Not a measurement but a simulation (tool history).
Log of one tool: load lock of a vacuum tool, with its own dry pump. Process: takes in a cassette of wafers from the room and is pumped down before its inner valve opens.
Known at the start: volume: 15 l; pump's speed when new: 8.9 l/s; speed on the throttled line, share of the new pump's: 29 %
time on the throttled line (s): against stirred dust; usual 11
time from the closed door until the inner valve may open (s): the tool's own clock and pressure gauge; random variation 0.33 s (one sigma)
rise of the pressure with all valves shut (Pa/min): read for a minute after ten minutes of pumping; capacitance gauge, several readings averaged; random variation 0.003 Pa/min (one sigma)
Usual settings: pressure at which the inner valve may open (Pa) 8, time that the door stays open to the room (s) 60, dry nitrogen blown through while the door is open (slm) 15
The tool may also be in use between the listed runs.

run    hour  time on the throttled line (s)  pressure at which the inner valve may open (Pa)  time that the door stays open to the room (s)  dry nitrogen blown through while the door is open (slm)  incoming humidity of the room's air, %  time from the closed door until the inner valve may open (s)  rise of the pressure with all valves shut (Pa/min)
  1     0.0                              11                                                8                                             60                                                       15                                    43.2                                                          24.0                                               0.038
  2    72.3                              11                                                8                                             60                                                        6                                    45.2                                                          24.0                                               0.050
  3   175.7                              11                                                8                                             60                                                        6                                    45.8                                                          24.6                                               0.053
  4   251.5                              11                                                8                                             60                                                        6                                    45.2                                                          24.3                                               0.059
  5   335.0                              11                                                8                                             60                                                        6                                    41.8                                                          24.4                                               0.054
  6   439.3                              11                                                8                                             60                                                        6                                    44.2                                                          24.3                                               0.055
  7   499.2                              11                                                8                                             60                                                        6                                    41.0                                                          24.7                                               0.059
  8   575.8                              11                                                8                                             60                                                        6                                    47.2                                                          24.6                                               0.059
  9   628.7                              11                                                8                                             60                                                        6                                    45.3                                                          24.5                                               0.064
 10   731.7                              11                                                8                                             60                                                        6                                    43.0                                                          24.8                                               0.061
 11   792.1                              11                                                8                                            205                                                       15                                    45.4                                                          24.8                                               0.088
 12   857.6                              11                                               14                                             37                                                       15                                    43.3                                                          23.9                                               0.048
 13   952.6                              11                                               14                                             37                                                       15                                    46.5                                                          23.2                                               0.056
 14  1000.4                              11                                               14                                            197                                                       15                                    45.0                                                          23.0                                               0.084
 15  1046.7                              11                                               10                                             44                                                       13                                    42.7                                                          24.3                                               0.051
 16  1115.1                              11                                                6                                             44                                                        5                                    45.0                                                          25.0                                               0.068
 17  1185.3                              11                                                6                                             44                                                        5                                    43.1                                                          25.5                                               0.066

4 ways to go on from here, each from the tool as it stands after run 17. What would each give?
  A  1271.0                              11                                                8                                             60                                                        5                                    44.8                                                             ?                                                   ?
  B  1271.0                              11                                                6                                            151                                                        6                                    49.1                                                             ?                                                   ?
  C  1271.0                               7                                                6                                            171                                                        8                                    45.9                                                             ?                                                   ?
  D  1271.0                              11                                                6                                            127                                                        5                                    43.9                                                             ?                                                   ?

run  time from the closed door until the inner valve may open (s)  rise of the pressure with all valves shut (Pa/min)
  A                                                          24.5                                               0.072
  B                                                          24.7                                               0.100
  C                                                          21.9                                               0.102
  D                                                          24.6                                               0.088
Without the tool's hidden state the same runs would have given:
run  time from the closed door until the inner valve may open (s)  rise of the pressure with all valves shut (Pa/min)
  A                                                          23.8                                               0.044
  B                                                          24.1                                               0.072
  C                                                          21.1                                               0.073
  D                                                          24.0                                               0.059
